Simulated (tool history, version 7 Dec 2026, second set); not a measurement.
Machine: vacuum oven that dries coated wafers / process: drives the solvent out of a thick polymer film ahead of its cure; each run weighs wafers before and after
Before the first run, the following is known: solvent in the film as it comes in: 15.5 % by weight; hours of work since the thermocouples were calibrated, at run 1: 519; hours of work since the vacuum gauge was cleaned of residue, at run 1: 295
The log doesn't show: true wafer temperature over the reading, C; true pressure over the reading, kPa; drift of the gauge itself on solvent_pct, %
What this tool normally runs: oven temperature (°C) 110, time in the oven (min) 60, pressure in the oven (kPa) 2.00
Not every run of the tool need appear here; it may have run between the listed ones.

run     day  oven temperature (°C)  time in the oven (min)  pressure in the oven (kPa)  hours of work since the thermocouples were calibrated  hours of work since the vacuum gauge was cleaned of residue  solvent left in the film (%)
  1   0.000                    110                      60                        2.00                                                    519                                                          295                          3.42
  2   0.783                    110                      60                        2.00                                                    530                                                          307                          3.32
  3   2.071                    110                      60                        2.00                                                    550                                                          327                          3.53
  4   2.783                    110                      60                        7.19                                                    561                                                          338                          4.85
  5   3.438                    110                      60                        7.19                                                    571                                                          348                          4.95
  6   4.808                    110                      60                        2.00                                                    591                                                          368                          3.30
  7   5.442                    110                      60                        2.00                                                    601                                                          378                          3.35
  8   6.650                    120                      60                        2.00                                                    619                                                          396                          1.29
  9   8.038                    110                      87                        2.00                                                    640                                                          417                          2.04
 10   8.808                    110                      60                        3.77                                                    652                                                          429                          3.96
 11   9.804                    110                      60                        2.00                                                    667                                                          444                          3.47
     10.004  -- oven's thermocouples calibrated
 12  10.642                    110                      60                        2.00                                                     10                                                          456                          3.53
 13  11.729                    110                      60                        2.00                                                     26                                                          472                          3.55
 14  13.138                    116                      43                        3.30                                                     48                                                          493                          3.60
 15  14.483                    117                      56                        2.00                                                     68                                                          514                          2.10
 16  15.638                    117                      56                        2.00                                                     85                                                          531                          2.04
 17  16.958                    117                      56                        2.71                                                    106                                                          551                          2.36
 18  18.246                    103                      30                        2.71                                                    125                                                          571                          8.47
     18.625  -- oven's thermocouples calibrated, once more
 19  18.925                    104                      39                        2.39                                                      5                                                          580                          6.94
 20  19.917                    104                      39                        5.58                                                     20                                                          595                          7.73
 21  20.929                    110                     103                        2.69                                                     35                                                          610                          1.79
 22  22.225                    110                      88                        3.81                                                     55                                                          630                          2.51

The next listed run, before its measurement:
 23  23.292                    120                      98                        1.05                                                     71                                                          646                             ?

Run 23 gave solvent left in the film (%) 0.38.
With the hidden condition absent and the run-to-run variation left alone, this run would have shown solvent left in the film (%) 0.32.
